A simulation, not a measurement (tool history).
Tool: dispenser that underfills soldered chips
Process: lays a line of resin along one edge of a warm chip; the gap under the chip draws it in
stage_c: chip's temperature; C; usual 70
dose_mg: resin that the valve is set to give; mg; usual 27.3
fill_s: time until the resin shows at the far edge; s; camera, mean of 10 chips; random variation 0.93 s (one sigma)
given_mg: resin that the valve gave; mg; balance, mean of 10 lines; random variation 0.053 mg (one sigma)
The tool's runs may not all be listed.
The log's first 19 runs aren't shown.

run,hour,stage_c,dose_mg,fill_s,given_mg
20,80.4,67,29.9,127.2,29.75
21,85.6,61,23.3,213.4,23.19
22,88.8,61,23.3,250.6,23.20
# hour 90.0: new syringe of resin
23,93.6,84,29.0,67.6,28.79
24,96.9,84,29.0,80.6,28.77
25,101.3,70,24.7,167.2,24.47
# hour 104.1: new syringe of resin
26,106.1,60,27.4,145.2,27.22
27,109.2,62,23.4,162.8,23.17
28,114.2,62,30.4,204.9,30.09
29,117.3,84,27.3,111.0,27.00
# hour 118.3: new syringe of resin
30,120.3,55,33.5,179.8,33.10
31,124.2,55,33.5,220.2,33.06
32,129.7,60,27.8,241.4,27.40
# hour 132.4: new syringe of resin
33,134.3,60,27.8,142.7,27.51
34,139.8,70,25.1,136.3,24.73
35,143.7,70,25.1,165.7,24.72
# hour 146.4: new syringe of resin
36,146.5,57,26.2,153.6,25.81

Forecast each of these 4 alternatives for the next run:
A,150.4,70,24.1,?,?
B,150.4,79,26.7,?,?
C,150.4,56,25.5,?,?
D,150.4,77,31.1,?,?

run,fill_s,given_mg
A,114.6,23.65
B,80.3,26.21
C,192.6,25.10
D,85.8,30.59
Without the tool's hidden state the same runs would have given:
run,fill_s,given_mg
A,90.6,24.03
B,63.7,26.64
C,152.0,25.51
D,68.1,31.09
